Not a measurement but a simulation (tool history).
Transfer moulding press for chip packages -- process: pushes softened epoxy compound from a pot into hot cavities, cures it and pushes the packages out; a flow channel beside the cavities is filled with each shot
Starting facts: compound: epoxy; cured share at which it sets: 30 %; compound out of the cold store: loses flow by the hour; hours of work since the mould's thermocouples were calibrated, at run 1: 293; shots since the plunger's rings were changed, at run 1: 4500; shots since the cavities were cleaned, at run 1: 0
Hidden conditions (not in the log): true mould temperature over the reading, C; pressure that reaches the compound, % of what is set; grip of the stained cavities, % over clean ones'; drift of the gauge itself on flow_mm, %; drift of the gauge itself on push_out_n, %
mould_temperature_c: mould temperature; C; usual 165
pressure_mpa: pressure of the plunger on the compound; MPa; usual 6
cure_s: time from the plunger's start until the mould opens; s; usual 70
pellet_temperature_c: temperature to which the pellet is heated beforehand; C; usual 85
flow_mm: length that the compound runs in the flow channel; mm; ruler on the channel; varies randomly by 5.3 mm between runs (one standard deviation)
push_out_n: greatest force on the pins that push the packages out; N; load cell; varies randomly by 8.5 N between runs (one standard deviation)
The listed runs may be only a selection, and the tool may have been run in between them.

run	hour	mould_temperature_c	pressure_mpa	cure_s	pellet_temperature_c	hours of work since the mould's thermocouples were calibrated	shots since the plunger's rings were changed	shots since the cavities were cleaned	incoming compound's hours out of the cold store	flow_mm	push_out_n
1	0	165	6	70	85	293	4500	0	30.8	479	352
2	14.3	165	6	107	85	300	4678	178	45	444	221
3	28.8	165	6	70	85	307	4858	358	42.2	444	431
4	38.6	165	6	70	85	312	4979	479	18.1	509	535
# hour 51.6: cavities cleaned with cleaning compound and waxed
5	53.5	165	6	70	85	318	5146	23	48	432	333
6	63.6	165	6.28	70	85	323	5271	148	26.8	489	403
# hour 80.7: plunger's sealing rings changed
7	87.8	165	6.28	70	85	334	88	418	29.4	531	508
# hour 105.7: cavities cleaned with cleaning compound and waxed
8	106.8	165	6.66	70	85	342	306	13	21	585	383
9	118.3	165	6.66	99	85	348	449	156	20.5	587	237
10	131	165	6	70	85	354	606	313	15.8	557	498
11	150	165	6	70	92	363	843	550	21.8	544	497
# hour 158.3: cavities cleaned with cleaning compound and waxed
12	166.7	165	6	70	95	371	1032	105	32.5	514	367
13	182.5	163	6	90	85	378	1228	301	31.6	510	293
14	193.5	165	5.94	77	91	383	1365	438	16.7	543	382
# hour 210.1: cavities cleaned with cleaning compound and waxed
15	218.3	171	6.87	75	80	395	1655	103	8	600	249
16	242	173	6	107	85	406	1949	397	25	498	250
# hour 262: cavities cleaned with cleaning compound and waxed
17	266.3	173	6	107	85	417	2232	54	30.3	484	207
18	289.8	159	6.76	97	85	429	2525	347	26.6	566	346
19	301.2	165	6.19	70	85	434	2666	488	9.5	576	534
# hour 314.5: cavities cleaned with cleaning compound and waxed
20	317.4	160	6.19	72	85	441	2848	35	46.7	469	465
21	336.9	158	6.55	72	76	451	3091	278	12.1	595	818

Alternative continuations, all from the tool just after run 21; predict every row:
A	353.9	160	6.29	70	85	459	3302	489	34.3	?	?
B	353.9	165	6	75	83	459	3302	489	12.3	?	?
C	353.9	165	4.56	70	85	459	3302	489	9.8	?	?
D	353.9	162	6	76	85	459	3302	489	15.3	?	?

run	flow_mm	push_out_n
A	504	695
B	552	441
C	488	554
D	547	548
Without the tool's unlogged condition, the same runs would have read:
run	flow_mm	push_out_n
A	541	522
B	593	334
C	523	422
D	588	416
